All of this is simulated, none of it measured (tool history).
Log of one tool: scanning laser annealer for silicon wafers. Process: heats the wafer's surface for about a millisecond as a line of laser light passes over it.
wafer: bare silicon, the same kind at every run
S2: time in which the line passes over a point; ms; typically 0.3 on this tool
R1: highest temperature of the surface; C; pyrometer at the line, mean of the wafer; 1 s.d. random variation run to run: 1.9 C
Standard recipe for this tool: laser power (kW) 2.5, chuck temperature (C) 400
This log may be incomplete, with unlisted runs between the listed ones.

run 1 hour=0 | laser_power_(kW)=2.5 S2=0.3 chuck_temperature_(C)=400 | R1=1125
run 2 hour=57.1 | laser_power_(kW)=2.5 S2=0.3 chuck_temperature_(C)=400 | R1=1120
run 3 hour=127.5 | laser_power_(kW)=2.5 S2=0.3 chuck_temperature_(C)=400 | R1=1119
run 4 hour=198.3 | laser_power_(kW)=2.5 S2=0.3 chuck_temperature_(C)=400 | R1=1115
run 5 hour=232.8 | laser_power_(kW)=2.5 S2=0.3 chuck_temperature_(C)=400 | R1=1112
run 6 hour=287.3 | laser_power_(kW)=2.5 S2=0.3 chuck_temperature_(C)=400 | R1=1104
run 7 hour=350.2 | laser_power_(kW)=2.5 S2=0.3 chuck_temperature_(C)=400 | R1=1151
run 8 hour=399.3 | laser_power_(kW)=2.5 S2=0.301 chuck_temperature_(C)=393 | R1=1149
run 9 hour=475.2 | laser_power_(kW)=2.3 S2=0.301 chuck_temperature_(C)=393 | R1=1067
run 10 hour=539.4 | laser_power_(kW)=2.578 S2=0.27 chuck_temperature_(C)=400 | R1=1130
run 11 hour=590.8 | laser_power_(kW)=2.578 S2=0.275 chuck_temperature_(C)=400 | R1=1141
run 12 hour=666.5 | laser_power_(kW)=2.578 S2=0.275 chuck_temperature_(C)=400 | R1=1133
run 13 hour=739.9 | laser_power_(kW)=2.686 S2=0.287 chuck_temperature_(C)=400 | R1=1187

Missing from the log above: 1 entry noted between runs. For each, name the pair of listed runs it sits between and say how the tool's hidden condition differs from the listed run just before to the listed run just after:
Logged between run 6 and run 7: window over the wafer cleaned (hour 341.2)
  light that passes the window, % of a clean one's: 95.12 -> 99.84; laser's true power over the reading, %: 0.38 -> 0.39; width of the line over the set one, %: 3.28 -> 3.41
  measured minus no-state result, R1: -64 -> -18 C
